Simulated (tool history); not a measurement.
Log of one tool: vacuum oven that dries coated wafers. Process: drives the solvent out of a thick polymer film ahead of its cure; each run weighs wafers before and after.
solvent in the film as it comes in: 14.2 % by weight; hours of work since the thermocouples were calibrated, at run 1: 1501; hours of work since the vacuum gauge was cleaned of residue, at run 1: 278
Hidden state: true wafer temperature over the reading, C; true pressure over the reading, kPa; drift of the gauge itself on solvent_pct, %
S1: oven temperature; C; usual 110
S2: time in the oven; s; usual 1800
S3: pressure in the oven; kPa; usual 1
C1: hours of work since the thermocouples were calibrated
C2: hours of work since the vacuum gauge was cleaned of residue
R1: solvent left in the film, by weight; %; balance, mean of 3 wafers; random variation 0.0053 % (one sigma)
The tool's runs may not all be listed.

run     day   S1    S2    S3    C1   C2     R1
  1       0  110  1800     1  1501  278  0.785
  2   0.446  110  1800     1  1509  286  0.778
  3     1.1  111  1800     1  1521  298  0.723
  4   1.767  111  1800     1  1534  311  0.716
  5   2.425  111  1800     1  1546  323  0.713
  6   3.088  111  1800     1  1558  335  0.704
  7   3.612  111  1800     1  1568  345  0.712
  8   3.962  110  1800     1  1575  352  0.788
      4.379  -- oven's thermocouples calibrated
  9   4.588  110  1800     1     4  362  0.738
 10   5.221  110  1800     1    16  374  0.737
 11   5.675  110  1800     1    24  382  0.742
 12   6.325  110  1800     1    36  394  0.752
      6.917  -- oven's thermocouples calibrated, once more
 13   6.983  110  1800  2.09     1  405  1.347
 14   7.438  110  1800  2.09    10  413  1.347
 15   7.804  106  2220  2.74    17  420  1.607
 16   8.242  104  2100     2    25  428  1.642
 17   8.729  117  1080  0.83    34  437  1.414
 18   9.025  117  1080  0.83    39  443   1.41
 19   9.679  101  1800     1    52  455  2.029
 20   9.979  101  1800     1    57  461   2.02
 21  10.279  110  1440  3.72    63  466  2.314
 22  10.692  105  2040  1.81    70  474  1.518
 23  11.171  105  2040  1.81    79  483  1.514
 24  11.562  119  1140  0.76    87  490  1.048
 25  12.058  119  1140  0.76    96  499  1.053

Forecast each of these 3 alternatives for the next run:
  A  12.608  109  1200  0.67  106  510   ?
  B  12.608  119  1140  0.76  106  510   ?
  C  12.608  101  2940  0.98  106  510   ?

run     R1
  A  2.049
  B  1.052
  C  0.927
Without the tool's hidden state the same runs would have given:
run     R1
  A  1.993
  B   1.01
  C  0.855
